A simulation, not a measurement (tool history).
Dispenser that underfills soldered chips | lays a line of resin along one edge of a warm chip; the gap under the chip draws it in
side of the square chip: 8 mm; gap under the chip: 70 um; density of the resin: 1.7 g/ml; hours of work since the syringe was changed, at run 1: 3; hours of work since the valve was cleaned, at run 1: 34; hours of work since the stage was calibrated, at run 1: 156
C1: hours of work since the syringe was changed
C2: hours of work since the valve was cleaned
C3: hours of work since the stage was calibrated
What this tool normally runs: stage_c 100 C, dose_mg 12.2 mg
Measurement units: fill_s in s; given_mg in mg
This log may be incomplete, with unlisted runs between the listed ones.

{"run": 1, "day": 0.0, "stage_c": 100, "dose_mg": 12.2, "C1": 3, "C2": 34, "C3": 156, "fill_s": 72.4, "given_mg": 12.09}
{"run": 2, "day": 0.212, "stage_c": 100, "dose_mg": 12.2, "C1": 6, "C2": 37, "C3": 160, "fill_s": 90.9, "given_mg": 11.95}
{"day": 0.25, "done": "new syringe of resin"}
{"run": 3, "day": 0.396, "stage_c": 100, "dose_mg": 12.2, "C1": 2, "C2": 40, "C3": 162, "fill_s": 67.3, "given_mg": 11.81}
{"run": 4, "day": 0.65, "stage_c": 100, "dose_mg": 12.2, "C1": 6, "C2": 44, "C3": 166, "fill_s": 88.5, "given_mg": 11.85}
{"day": 0.704, "done": "new syringe of resin"}
{"run": 5, "day": 0.838, "stage_c": 100, "dose_mg": 13.9, "C1": 2, "C2": 46, "C3": 169, "fill_s": 67.9, "given_mg": 13.45}
{"run": 6, "day": 1.096, "stage_c": 100, "dose_mg": 12.2, "C1": 6, "C2": 51, "C3": 173, "fill_s": 89, "given_mg": 11.68}
{"day": 1.154, "done": "new syringe of resin"}
{"run": 7, "day": 1.329, "stage_c": 100, "dose_mg": 12.2, "C1": 3, "C2": 54, "C3": 177, "fill_s": 72.4, "given_mg": 11.67}
{"run": 8, "day": 1.558, "stage_c": 114, "dose_mg": 12.2, "C1": 6, "C2": 58, "C3": 180, "fill_s": 47.9, "given_mg": 11.67}
{"day": 1.617, "done": "new syringe of resin"}
{"run": 9, "day": 1.833, "stage_c": 114, "dose_mg": 12.2, "C1": 3, "C2": 62, "C3": 184, "fill_s": 40.5, "given_mg": 11.63}
{"day": 2.062, "done": "new syringe of resin"}
{"run": 10, "day": 2.108, "stage_c": 114, "dose_mg": 12.2, "C1": 1, "C2": 66, "C3": 189, "fill_s": 34.6, "given_mg": 11.68}
{"run": 11, "day": 2.383, "stage_c": 114, "dose_mg": 12.2, "C1": 5, "C2": 70, "C3": 193, "fill_s": 45, "given_mg": 11.51}
{"day": 2.521, "done": "dispensing valve cleaned and set on the balance"}
{"day": 2.55, "done": "new syringe of resin"}
{"run": 12, "day": 2.654, "stage_c": 114, "dose_mg": 12.2, "C1": 2, "C2": 2, "C3": 196, "fill_s": 36.6, "given_mg": 12.23}
{"run": 13, "day": 2.921, "stage_c": 100, "dose_mg": 12.2, "C1": 6, "C2": 6, "C3": 201, "fill_s": 88.2, "given_mg": 12.17}
{"day": 3.0, "done": "new syringe of resin"}
{"run": 14, "day": 3.183, "stage_c": 100, "dose_mg": 12.2, "C1": 3, "C2": 10, "C3": 205, "fill_s": 71.8, "given_mg": 12.09}
{"run": 15, "day": 3.379, "stage_c": 100, "dose_mg": 12.2, "C1": 6, "C2": 13, "C3": 208, "fill_s": 87.9, "given_mg": 12.01}
{"day": 3.45, "done": "new syringe of resin"}
{"run": 16, "day": 3.65, "stage_c": 100, "dose_mg": 12.2, "C1": 3, "C2": 17, "C3": 212, "fill_s": 73.6, "given_mg": 12.12}
{"run": 17, "day": 3.829, "stage_c": 97, "dose_mg": 12.2, "C1": 6, "C2": 20, "C3": 215, "fill_s": 100.3, "given_mg": 12.02}
{"day": 3.892, "done": "new syringe of resin"}
{"run": 18, "day": 4.104, "stage_c": 97, "dose_mg": 12.2, "C1": 3, "C2": 24, "C3": 219, "fill_s": 86.8, "given_mg": 11.87}
{"run": 19, "day": 4.233, "stage_c": 91, "dose_mg": 13.8, "C1": 5, "C2": 26, "C3": 221, "fill_s": 128.4, "given_mg": 13.57}
{"day": 4.346, "done": "new syringe of resin"}
{"run": 20, "day": 4.454, "stage_c": 91, "dose_mg": 13.8, "C1": 2, "C2": 30, "C3": 224, "fill_s": 101.5, "given_mg": 13.47}
{"run": 21, "day": 4.717, "stage_c": 91, "dose_mg": 13.8, "C1": 6, "C2": 34, "C3": 228, "fill_s": 134.1, "given_mg": 13.5}
{"day": 4.808, "done": "new syringe of resin"}
{"run": 22, "day": 4.9, "stage_c": 92, "dose_mg": 13.8, "C1": 1, "C2": 36, "C3": 231, "fill_s": 97.3, "given_mg": 13.34}
{"run": 23, "day": 5.162, "stage_c": 105, "dose_mg": 10.4, "C1": 6, "C2": 41, "C3": 235, "fill_s": 72.1, "given_mg": 10.1}
{"day": 5.258, "done": "new syringe of resin"}
{"run": 24, "day": 5.304, "stage_c": 105, "dose_mg": 10.4, "C1": 1, "C2": 43, "C3": 237, "fill_s": 51.8, "given_mg": 10.02}
{"run": 25, "day": 5.542, "stage_c": 113, "dose_mg": 12.7, "C1": 4, "C2": 46, "C3": 241, "fill_s": 45.3, "given_mg": 12.29}
{"day": 5.721, "done": "new syringe of resin"}
{"run": 26, "day": 5.804, "stage_c": 113, "dose_mg": 12.7, "C1": 1, "C2": 50, "C3": 245, "fill_s": 36.6, "given_mg": 12.37}
{"run": 27, "day": 5.992, "stage_c": 111, "dose_mg": 14.3, "C1": 4, "C2": 53, "C3": 248, "fill_s": 47.8, "given_mg": 13.7}
{"day": 6.179, "done": "new syringe of resin"}
{"run": 28, "day": 6.208, "stage_c": 88, "dose_mg": 12, "C1": 0, "C2": 57, "C3": 251, "fill_s": 110, "given_mg": 11.56}
{"run": 29, "day": 6.342, "stage_c": 105, "dose_mg": 14.5, "C1": 3, "C2": 59, "C3": 253, "fill_s": 56.1, "given_mg": 13.86}
{"run": 30, "day": 6.471, "stage_c": 88, "dose_mg": 14.1, "C1": 5, "C2": 61, "C3": 255, "fill_s": 142.2, "given_mg": 13.38}
{"run": 31, "day": 6.6, "stage_c": 93, "dose_mg": 14.6, "C1": 7, "C2": 63, "C3": 257, "fill_s": 129.6, "given_mg": 13.81}
{"day": 6.629, "done": "new syringe of resin"}
{"run": 32, "day": 6.808, "stage_c": 90, "dose_mg": 14.1, "C1": 3, "C2": 66, "C3": 260, "fill_s": 114.2, "given_mg": 13.46}
{"day": 7.071, "done": "new syringe of resin"}
{"run": 33, "day": 7.092, "stage_c": 90, "dose_mg": 14.1, "C1": 0, "C2": 70, "C3": 265, "fill_s": 100.3, "given_mg": 13.33}
{"day": 7.233, "done": "dispensing valve cleaned and set on the balance"}
{"run": 34, "day": 7.262, "stage_c": 109, "dose_mg": 14.7, "C1": 2, "C2": 0, "C3": 267, "fill_s": 47, "given_mg": 14.72}
{"run": 35, "day": 7.467, "stage_c": 110, "dose_mg": 10.7, "C1": 6, "C2": 4, "C3": 270, "fill_s": 58.4, "given_mg": 10.58}
{"day": 7.562, "done": "new syringe of resin"}
{"run": 36, "day": 7.617, "stage_c": 104, "dose_mg": 10.7, "C1": 1, "C2": 6, "C3": 272, "fill_s": 56.2, "given_mg": 10.59}

Measured minus without-hidden-state, run by run (identical run-to-run variation in each term; gauge scatter may differ):
Unlogged tool condition in this case: resin's viscosity, % of fresh resin's; dose that the valve gives, % of what is set; true chip temperature over the reading, C; drift of the gauge itself on fill_s, %; drift of the gauge itself on given_mg, %.
run=1 fill_s=+16.4 given_mg=-0.28
run=2 fill_s=+34.3 given_mg=-0.31
run=3 fill_s=+11.8 given_mg=-0.34
run=4 fill_s=+32.6 given_mg=-0.37
run=5 fill_s=+11.6 given_mg=-0.46
run=6 fill_s=+32.5 given_mg=-0.43
run=7 fill_s=+15.2 given_mg=-0.47
run=8 fill_s=+17.9 given_mg=-0.5
run=9 fill_s=+9.8 given_mg=-0.54
run=10 fill_s=+3.8 given_mg=-0.58
run=11 fill_s=+14.5 given_mg=-0.61
run=12 fill_s=+6.1 given_mg=-0.02
run=13 fill_s=+32.2 given_mg=-0.06
run=14 fill_s=+15.3 given_mg=-0.1
run=15 fill_s=+31.1 given_mg=-0.13
run=16 fill_s=+16.8 given_mg=-0.16
run=17 fill_s=+36.1 given_mg=-0.19
run=18 fill_s=+22.2 given_mg=-0.23
run=19 fill_s=+44.9 given_mg=-0.28
run=20 fill_s=+17 given_mg=-0.32
run=21 fill_s=+48.5 given_mg=-0.37
run=22 fill_s=+17.2 given_mg=-0.39
run=23 fill_s=+26.6 given_mg=-0.33
run=24 fill_s=+6.6 given_mg=-0.35
run=25 fill_s=+13.8 given_mg=-0.46
run=26 fill_s=+5 given_mg=-0.5
run=27 fill_s=+13.8 given_mg=-0.6
run=28 fill_s=+12.1 given_mg=-0.53
run=29 fill_s=+12.1 given_mg=-0.67
run=30 fill_s=+45.1 given_mg=-0.66
run=31 fill_s=+51.9 given_mg=-0.71
run=32 fill_s=+26.2 given_mg=-0.73
run=33 fill_s=+10 given_mg=-0.78
run=34 fill_s=+9.4 given_mg=-0.03
run=35 fill_s=+20.7 given_mg=-0.05
run=36 fill_s=+7.3 given_mg=-0.07
